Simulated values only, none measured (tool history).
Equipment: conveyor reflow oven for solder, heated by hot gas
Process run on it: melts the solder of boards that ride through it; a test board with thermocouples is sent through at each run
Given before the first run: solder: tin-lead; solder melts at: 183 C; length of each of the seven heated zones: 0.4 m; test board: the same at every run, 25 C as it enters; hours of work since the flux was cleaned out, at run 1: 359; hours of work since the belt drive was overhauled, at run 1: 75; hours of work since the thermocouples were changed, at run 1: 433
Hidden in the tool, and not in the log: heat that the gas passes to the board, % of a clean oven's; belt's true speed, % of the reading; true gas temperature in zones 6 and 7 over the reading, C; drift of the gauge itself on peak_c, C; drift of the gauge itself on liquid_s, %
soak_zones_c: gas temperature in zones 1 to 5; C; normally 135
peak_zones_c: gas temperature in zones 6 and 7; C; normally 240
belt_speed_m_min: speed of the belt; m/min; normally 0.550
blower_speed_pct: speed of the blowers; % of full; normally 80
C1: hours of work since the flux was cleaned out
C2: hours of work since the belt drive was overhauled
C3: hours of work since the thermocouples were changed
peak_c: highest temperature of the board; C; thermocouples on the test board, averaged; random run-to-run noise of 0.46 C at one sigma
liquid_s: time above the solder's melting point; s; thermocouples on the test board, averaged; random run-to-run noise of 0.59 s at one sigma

run 1 hour=0.0 | soak_zones_c=135 peak_zones_c=240 belt_speed_m_min=0.550 blower_speed_pct=80 | C1=359 C2=75 C3=433 | peak_c=221.6 liquid_s=67.1
run 2 hour=6.9 | soak_zones_c=135 peak_zones_c=240 belt_speed_m_min=0.550 blower_speed_pct=80 | C1=364 C2=81 C3=439 | peak_c=221.5 liquid_s=67.5
-- hour=20.3 flux residue cleaned out of gas plates and filters
run 3 hour=20.7 | soak_zones_c=135 peak_zones_c=239 belt_speed_m_min=0.550 blower_speed_pct=80 | C1=0 C2=88 C3=446 | peak_c=219.8 liquid_s=66.3
run 4 hour=29.6 | soak_zones_c=135 peak_zones_c=239 belt_speed_m_min=0.550 blower_speed_pct=80 | C1=7 C2=95 C3=453 | peak_c=220.2 liquid_s=66.9
run 5 hour=46.2 | soak_zones_c=121 peak_zones_c=239 belt_speed_m_min=0.550 blower_speed_pct=80 | C1=20 C2=108 C3=466 | peak_c=217.6 liquid_s=59.6
run 6 hour=57.9 | soak_zones_c=121 peak_zones_c=239 belt_speed_m_min=0.550 blower_speed_pct=80 | C1=30 C2=117 C3=475 | peak_c=218.3 liquid_s=59.9
run 7 hour=66.8 | soak_zones_c=121 peak_zones_c=239 belt_speed_m_min=0.550 blower_speed_pct=80 | C1=37 C2=124 C3=482 | peak_c=217.7 liquid_s=60.2
run 8 hour=76.6 | soak_zones_c=124 peak_zones_c=240 belt_speed_m_min=0.550 blower_speed_pct=80 | C1=44 C2=132 C3=490 | peak_c=219.4 liquid_s=61.4
run 9 hour=84.6 | soak_zones_c=124 peak_zones_c=240 belt_speed_m_min=0.550 blower_speed_pct=80 | C1=51 C2=138 C3=496 | peak_c=220.0 liquid_s=62.9
run 10 hour=92.8 | soak_zones_c=135 peak_zones_c=240 belt_speed_m_min=0.541 blower_speed_pct=80 | C1=57 C2=144 C3=502 | peak_c=222.2 liquid_s=69.3
run 11 hour=101.2 | soak_zones_c=135 peak_zones_c=252 belt_speed_m_min=0.571 blower_speed_pct=87 | C1=64 C2=151 C3=509 | peak_c=232.2 liquid_s=73.4
run 12 hour=111.5 | soak_zones_c=135 peak_zones_c=254 belt_speed_m_min=0.571 blower_speed_pct=58 | C1=72 C2=159 C3=517 | peak_c=224.0 liquid_s=65.7
run 13 hour=124.1 | soak_zones_c=135 peak_zones_c=254 belt_speed_m_min=0.571 blower_speed_pct=58 | C1=82 C2=169 C3=527 | peak_c=224.1 liquid_s=65.3
run 14 hour=140.2 | soak_zones_c=132 peak_zones_c=233 belt_speed_m_min=0.491 blower_speed_pct=57 | C1=94 C2=182 C3=540 | peak_c=211.5 liquid_s=63.4
run 15 hour=154.7 | soak_zones_c=135 peak_zones_c=240 belt_speed_m_min=0.550 blower_speed_pct=76 | C1=106 C2=193 C3=551 | peak_c=220.6 liquid_s=66.9
run 16 hour=164.7 | soak_zones_c=135 peak_zones_c=240 belt_speed_m_min=0.550 blower_speed_pct=76 | C1=114 C2=201 C3=559 | peak_c=220.1 liquid_s=66.0
run 17 hour=175.0 | soak_zones_c=127 peak_zones_c=240 belt_speed_m_min=0.496 blower_speed_pct=57 | C1=122 C2=209 C3=567 | peak_c=216.3 liquid_s=66.7
run 18 hour=189.1 | soak_zones_c=127 peak_zones_c=240 belt_speed_m_min=0.496 blower_speed_pct=87 | C1=133 C2=220 C3=578 | peak_c=224.3 liquid_s=76.9
run 19 hour=202.4 | soak_zones_c=127 peak_zones_c=240 belt_speed_m_min=0.496 blower_speed_pct=87 | C1=144 C2=231 C3=589 | peak_c=224.4 liquid_s=75.9

How the hidden state differs across the entries between the runs, from the last listed run before each to the first after it:
Run 2 -> run 3: flux residue cleaned out of gas plates and filters (hour 20.3)
  heat that the gas passes to the board, % of a clean oven's: 99.6 -> 100
